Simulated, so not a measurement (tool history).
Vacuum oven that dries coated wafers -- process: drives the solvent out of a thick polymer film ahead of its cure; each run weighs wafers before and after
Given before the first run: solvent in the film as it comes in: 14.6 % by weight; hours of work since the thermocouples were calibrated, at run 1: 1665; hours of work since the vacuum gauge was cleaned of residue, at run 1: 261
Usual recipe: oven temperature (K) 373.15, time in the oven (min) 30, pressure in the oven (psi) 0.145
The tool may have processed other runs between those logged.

| run | hour | oven temperature (K) | time in the oven (min) | pressure in the oven (psi) | hours of work since the thermocouples were calibrated | hours of work since the vacuum gauge was cleaned of residue | solvent left in the film (%) |
|---|---|---|---|---|---|---|---|
| 1 | 0 | 373.15 | 30 | 0.145 | 1665 | 261 | 1.53 |
| 2 | 16.2 | 373.15 | 30 | 0.145 | 1674 | 270 | 1.51 |
| 3 | 45.9 | 373.15 | 30 | 0.112 | 1691 | 287 | 1.39 |
| 4 | 63.4 | 373.15 | 30 | 0.09 | 1700 | 297 | 1.31 |
| 5 | 94.7 | 373.15 | 21 | 0.145 | 1718 | 314 | 2.55 |
| 6 | 110.8 | 373.15 | 21 | 0.145 | 1727 | 323 | 2.57 |
|  | 134.3 | oven's thermocouples calibrated |
| 7 | 141.8 | 373.15 | 30 | 0.231 | 4 | 339 | 2.21 |
| 8 | 176.3 | 373.15 | 30 | 0.231 | 23 | 358 | 2.23 |
| 9 | 192.3 | 373.15 | 30 | 0.231 | 32 | 367 | 2.24 |
| 10 | 218.4 | 373.15 | 30 | 0.231 | 47 | 381 | 2.23 |
| 11 | 251.1 | 373.15 | 52 | 0.145 | 65 | 399 | 0.93 |
| 12 | 284 | 384.15 | 25 | 0.151 | 83 | 418 | 0.82 |
| 13 | 311.7 | 384.15 | 23 | 0.509 | 98 | 433 | 1.95 |
| 14 | 336.7 | 382.15 | 22 | 0.152 | 112 | 447 | 1.19 |
| 15 | 350.6 | 382.15 | 22 | 0.152 | 120 | 454 | 1.19 |
| 16 | 384.4 | 373.15 | 23 | 0.145 | 138 | 473 | 2.68 |
| 17 | 407.1 | 373.15 | 49 | 0.17 | 151 | 486 | 1.1 |
| 18 | 439.8 | 381.15 | 44 | 0.248 | 169 | 504 | 0.95 |
| 19 | 460.1 | 381.15 | 44 | 0.248 | 180 | 515 | 0.95 |
| 20 | 494.3 | 376.15 | 23 | 0.145 | 199 | 534 | 2.05 |
| 21 | 512.4 | 373.15 | 19 | 0.263 | 209 | 544 | 3.82 |

Alternative continuations, all from the tool just after run 21; predict every row:
| A | 529.2 | 385.15 | 30 | 0.116 | 219 | 553 | ? |
| B | 529.2 | 386.15 | 20 | 0.145 | 219 | 553 | ? |
| C | 529.2 | 373.15 | 41 | 0.263 | 219 | 553 | ? |
| D | 529.2 | 374.15 | 27 | 0.263 | 219 | 553 | ? |
| E | 529.2 | 369.15 | 48 | 0.103 | 219 | 553 | ? |

| run | solvent left in the film (%) |
|---|---|
| A | 0.5 |
| B | 0.87 |
| C | 1.75 |
| D | 2.43 |
| E | 1.32 |
What these runs would have given with no unlogged condition in the tool:
| run | solvent left in the film (%) |
|---|---|
| A | 0.43 |
| B | 0.8 |
| C | 1.64 |
| D | 2.33 |
| E | 1.2 |
